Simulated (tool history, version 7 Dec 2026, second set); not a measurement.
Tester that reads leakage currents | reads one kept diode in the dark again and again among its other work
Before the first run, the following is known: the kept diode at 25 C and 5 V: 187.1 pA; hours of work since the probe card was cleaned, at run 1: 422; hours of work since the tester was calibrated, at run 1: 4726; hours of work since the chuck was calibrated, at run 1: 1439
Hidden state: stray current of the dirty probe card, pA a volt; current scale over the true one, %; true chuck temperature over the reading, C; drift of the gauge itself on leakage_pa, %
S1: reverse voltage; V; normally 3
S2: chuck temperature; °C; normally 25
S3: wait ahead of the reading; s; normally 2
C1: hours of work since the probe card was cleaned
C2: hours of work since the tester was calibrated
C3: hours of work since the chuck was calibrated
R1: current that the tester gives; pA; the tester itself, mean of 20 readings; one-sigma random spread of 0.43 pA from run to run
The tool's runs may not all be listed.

run    hour    S1  S2    S3    C1    C2    C3      R1
  1       0     3  25     2   422  4726  1439  128.81
  2   213.7     3  25     2   568  4872  1585  127.77
  3   337.7  1.64  25     2   652  4957  1670   90.93
  4   454.4  1.64  25     2   732  5036  1749   90.76
      523.4  -- tester calibrated
  5   669.9  1.64  25     2   878   100  1895   91.52
      849.6  -- chuck's temperature calibrated
  6     911  1.64  25     2  1041   263    42   100.9
  7  1081.5     3  25  1.38  1157   380   158  139.58
  8  1288.5     3  44     2  1299   521   300  538.36
  9  1419.4     3  44     2  1388   610   389  534.06
 10  1634.9   1.5  25     2  1535   757   536   93.12
 11  1882.5     3  25  8.43  1704   926   705  136.47
 12    2118     3  25     2  1865  1087   866  135.63
 13    2262     3  45     2  1963  1186   964  559.62
 14  2503.7  1.29  32  4.97  2128  1351  1129  139.52

Run 15, settings as shown, results not yet in. Your forecast:
 15  2664  19.92  48  7.67  2238  1460  1239   ?

Run 15 gave R1 1921.68 pA.
Minus the tool's unlogged condition, the same run would have read R1 2030.01 pA.

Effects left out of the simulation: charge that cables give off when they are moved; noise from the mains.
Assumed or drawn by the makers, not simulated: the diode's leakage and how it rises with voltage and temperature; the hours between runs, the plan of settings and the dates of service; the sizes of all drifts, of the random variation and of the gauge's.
